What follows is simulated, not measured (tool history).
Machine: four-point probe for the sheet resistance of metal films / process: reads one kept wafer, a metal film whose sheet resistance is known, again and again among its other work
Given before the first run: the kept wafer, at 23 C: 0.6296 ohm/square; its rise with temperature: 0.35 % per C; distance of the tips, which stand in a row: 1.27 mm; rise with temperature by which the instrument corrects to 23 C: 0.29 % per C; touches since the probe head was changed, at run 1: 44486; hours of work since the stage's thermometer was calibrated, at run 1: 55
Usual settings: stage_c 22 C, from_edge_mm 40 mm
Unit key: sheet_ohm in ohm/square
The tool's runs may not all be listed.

| run | day | stage_c | from_edge_mm | touches since the probe head was changed | hours of work since the stage's thermometer was calibrated | sheet_ohm |
|---|---|---|---|---|---|---|
| 1 | 0.000 | 22 | 40 | 44486 | 55 | 0.633810 |
| 2 | 1.412 | 22 | 40 | 46514 | 80 | 0.633926 |
| 3 | 2.454 | 19 | 40 | 48008 | 98 | 0.632749 |
| 4 | 3.708 | 19 | 40 | 49810 | 120 | 0.632935 |
| 5 | 4.629 | 19 | 40 | 51131 | 136 | 0.632770 |
| 6 | 6.017 | 26 | 40 | 53125 | 161 | 0.635333 |
| 7 | 7.025 | 26 | 40 | 54575 | 179 | 0.635431 |
| 8 | 7.796 | 26 | 40 | 55677 | 192 | 0.635615 |
| 9 | 9.138 | 26 | 40 | 57604 | 216 | 0.635275 |
| 10 | 9.871 | 22 | 40 | 58656 | 229 | 0.633971 |
| 11 | 11.312 | 22 | 40 | 60728 | 255 | 0.633864 |
| 12 | 12.708 | 22 | 40 | 62732 | 279 | 0.634197 |
| 13 | 13.708 | 22 | 40 | 64170 | 297 | 0.634217 |
| 14 | 14.850 | 22 | 75 | 65810 | 317 | 0.633992 |
| 15 | 16.117 | 22 | 75 | 67629 | 339 | 0.633969 |
| 16 | 16.754 | 28 | 75 | 68541 | 351 | 0.636174 |
| 17 | 17.371 | 28 | 75 | 69426 | 362 | 0.635990 |
| 18 | 18.233 | 28 | 75 | 70663 | 377 | 0.636153 |
| 19 | 19.454 | 28 | 75 | 72420 | 398 | 0.636370 |
| 20 | 20.842 | 22 | 40 | 74410 | 423 | 0.634162 |
| 21 | 22.038 | 22 | 3 | 76125 | 444 | 0.689184 |
| 22 | 23.408 | 22 | 3 | 78097 | 468 | 0.689277 |
| 23 | 24.758 | 22 | 3 | 80037 | 492 | 0.689357 |
| 24 | 26.012 | 22 | 3 | 81835 | 514 | 0.689307 |
| 25 | 27.133 | 32 | 39 | 83445 | 534 | 0.638021 |
| 26 | 27.733 | 32 | 4 | 84309 | 545 | 0.670270 |
| 27 | 29.238 | 32 | 4 | 86464 | 571 | 0.670538 |
| 28 | 30.642 | 26 | 7 | 88481 | 596 | 0.646836 |
| 29 | 31.475 | 34 | 36 | 89680 | 611 | 0.638987 |
| 30 | 32.100 | 32 | 4 | 90575 | 622 | 0.670646 |
| 31 | 32.842 | 32 | 3 | 91639 | 635 | 0.693295 |
| 32 | 34.125 | 22 | 10 | 93485 | 658 | 0.639447 |
| 33 | 35.554 | 19 | 7 | 95535 | 683 | 0.644355 |
| 34 | 36.912 | 27 | 26 | 97488 | 707 | 0.636824 |
| 35 | 37.754 | 27 | 26 | 98694 | 722 | 0.637177 |
| 36 | 39.171 | 27 | 26 | 100731 | 747 | 0.636889 |
| 37 | 40.142 | 27 | 26 | 102120 | 764 | 0.637199 |
| 38 | 41.446 | 21 | 32 | 103997 | 787 | 0.634686 |
| 39 | 42.250 | 22 | 7 | 105150 | 801 | 0.645778 |
| 40 | 42.854 | 22 | 7 | 106016 | 812 | 0.645539 |
| 41 | 43.862 | 24 | 19 | 107464 | 830 | 0.636941 |
| 42 | 45.062 | 33 | 19 | 109190 | 851 | 0.640025 |
| 43 | 45.925 | 35 | 13 | 110427 | 866 | 0.642577 |
| 44 | 47.008 | 22 | 51 | 111979 | 885 | 0.634725 |
| 45 | 47.879 | 25 | 10 | 113234 | 901 | 0.641464 |
| 46 | 48.950 | 18 | 40 | 114766 | 920 | 0.633545 |

Forecast each of these 3 alternatives for the next run:
| A | 49.758 | 28 | 14 | 115931 | 934 | ? |
| B | 49.758 | 31 | 18 | 115931 | 934 | ? |
| C | 49.758 | 26 | 4 | 115931 | 934 | ? |

| run | sheet_ohm |
|---|---|
| A | 0.639702 |
| B | 0.639581 |
| C | 0.668818 |
Without the tool's hidden state the same runs would have given:
| run | sheet_ohm |
|---|---|
| A | 0.634155 |
| B | 0.634030 |
| C | 0.663048 |

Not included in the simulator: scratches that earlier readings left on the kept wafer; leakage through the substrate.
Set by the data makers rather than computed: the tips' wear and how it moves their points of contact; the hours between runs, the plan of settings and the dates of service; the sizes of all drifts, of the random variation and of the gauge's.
